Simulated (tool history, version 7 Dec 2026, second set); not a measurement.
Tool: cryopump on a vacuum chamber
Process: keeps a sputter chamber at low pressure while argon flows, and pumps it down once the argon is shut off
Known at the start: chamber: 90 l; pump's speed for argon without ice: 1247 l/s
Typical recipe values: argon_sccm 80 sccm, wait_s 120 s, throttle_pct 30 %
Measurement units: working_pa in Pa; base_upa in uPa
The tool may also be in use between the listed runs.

run    hour  argon_sccm  wait_s  throttle_pct  working_pa  base_upa
  1       0          80     120            30      0.3644      1.64
  2    56.3          80      66            30      0.3664      2.45
  3   160.2          80     120            55      0.2062      1.69
  4   212.6          80     120            55       0.208      1.74
  5     291          80     120            39      0.2923      1.76
  6   358.3          80     120            39      0.2939      1.82
  7   405.9          80      71            39      0.2974      2.56
  8   474.6          80      71            39      0.3018      2.55
  9   566.2          80      71            39      0.3054      2.55
 10   625.8          80      71            39      0.3087      2.55
 11   719.8          96      74            39      0.3781      2.61
 12   767.7          96     156            39      0.3823      1.77
 13   820.3         130     151            15      1.2403      1.87
 14   923.7          92     248            36      0.4058      1.61
 15  1012.9          92     248            36      0.4142      1.71
     1027.3  -- pump warmed up, emptied and cooled again
 16  1089.2          92     248            36      0.3521      1.38
 17  1143.4          36      27            36      0.1388       5.4

What does the tool deliver on the next run?
 18  1212.2          36     225            30           ?         ?

{"run 18": {"working_pa": 0.1679, "base_upa": 1.43}}
If the tool had no hidden condition, the same run with the same run-to-run variation would have returned working_pa 0.1632 Pa, base_upa 0.76 uPa.
